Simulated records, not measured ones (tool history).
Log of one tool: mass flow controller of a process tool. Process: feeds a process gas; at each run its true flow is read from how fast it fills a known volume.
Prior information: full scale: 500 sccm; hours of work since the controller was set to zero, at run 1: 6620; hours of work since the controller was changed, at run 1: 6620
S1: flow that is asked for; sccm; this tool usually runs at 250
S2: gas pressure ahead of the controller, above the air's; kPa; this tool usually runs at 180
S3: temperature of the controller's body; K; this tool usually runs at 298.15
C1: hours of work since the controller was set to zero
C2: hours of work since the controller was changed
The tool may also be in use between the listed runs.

run 1 hour=0.0 | S1=250 S2=180 S3=298.15 | C1=6620 C2=6620 | true_flow_(%)=101.17
run 2 hour=186.0 | S1=123 S2=180 S3=298.15 | C1=6736 C2=6736 | true_flow_(%)=103.40
run 3 hour=368.1 | S1=123 S2=180 S3=298.15 | C1=6850 C2=6850 | true_flow_(%)=103.57
run 4 hour=548.9 | S1=123 S2=180 S3=298.15 | C1=6963 C2=6963 | true_flow_(%)=103.53
run 5 hour=916.5 | S1=123 S2=196 S3=298.15 | C1=7193 C2=7193 | true_flow_(%)=103.58
run 6 hour=1109.8 | S1=153 S2=180 S3=298.15 | C1=7314 C2=7314 | true_flow_(%)=102.79
run 7 hour=1303.0 | S1=250 S2=180 S3=298.15 | C1=7435 C2=7435 | true_flow_(%)=101.53
run 8 hour=1560.3 | S1=250 S2=180 S3=298.15 | C1=7596 C2=7596 | true_flow_(%)=101.48
run 9 hour=1761.7 | S1=250 S2=180 S3=298.15 | C1=7722 C2=7722 | true_flow_(%)=101.53
run 10 hour=2031.5 | S1=66 S2=180 S3=298.15 | C1=7891 C2=7891 | true_flow_(%)=108.93
run 11 hour=2358.8 | S1=66 S2=180 S3=298.15 | C1=8096 C2=8096 | true_flow_(%)=109.15
run 12 hour=2511.7 | S1=231 S2=180 S3=298.15 | C1=8192 C2=8192 | true_flow_(%)=101.78
-- hour=2801.4 controller's zero set anew
run 13 hour=2843.4 | S1=418 S2=180 S3=301.15 | C1=26 C2=8399 | true_flow_(%)=99.41
run 14 hour=3034.1 | S1=56 S2=267 S3=312.15 | C1=146 C2=8519 | true_flow_(%)=99.02
run 15 hour=3239.8 | S1=147 S2=155 S3=306.15 | C1=274 C2=8647 | true_flow_(%)=98.73
run 16 hour=3423.9 | S1=147 S2=155 S3=306.15 | C1=390 C2=8762 | true_flow_(%)=98.86
run 17 hour=3676.5 | S1=78 S2=180 S3=298.15 | C1=548 C2=8921 | true_flow_(%)=98.85
run 18 hour=3856.8 | S1=500 S2=199 S3=295.15 | C1=661 C2=9033 | true_flow_(%)=99.55
run 19 hour=4229.1 | S1=500 S2=199 S3=295.15 | C1=894 C2=9266 | true_flow_(%)=99.53
run 20 hour=4532.3 | S1=232 S2=265 S3=295.15 | C1=1083 C2=9456 | true_flow_(%)=99.11
run 21 hour=4800.0 | S1=232 S2=265 S3=295.15 | C1=1251 C2=9624 | true_flow_(%)=99.16
run 22 hour=5010.3 | S1=292 S2=217 S3=298.15 | C1=1382 C2=9755 | true_flow_(%)=99.22
run 23 hour=5187.2 | S1=292 S2=217 S3=298.15 | C1=1493 C2=9866 | true_flow_(%)=99.14

Alternative continuations, all from the tool just after run 23; predict every row:
run A hour=5355.1 | S1=309 S2=201 S3=305.15 | C1=1598 C2=9971 | true_flow_(%)=?
run B hour=5355.1 | S1=63 S2=180 S3=298.15 | C1=1598 C2=9971 | true_flow_(%)=?
run C hour=5355.1 | S1=292 S2=155 S3=298.15 | C1=1598 C2=9971 | true_flow_(%)=?
run D hour=5355.1 | S1=103 S2=234 S3=298.15 | C1=1598 C2=9971 | true_flow_(%)=?

run=A true_flow_(%)=99.49
run=B true_flow_(%)=100.32
run=C true_flow_(%)=99.18
run=D true_flow_(%)=99.59
Had the tool no hidden state, the same runs would have come out as:
run=A true_flow_(%)=99.67
run=B true_flow_(%)=98.67
run=C true_flow_(%)=99.34
run=D true_flow_(%)=98.84
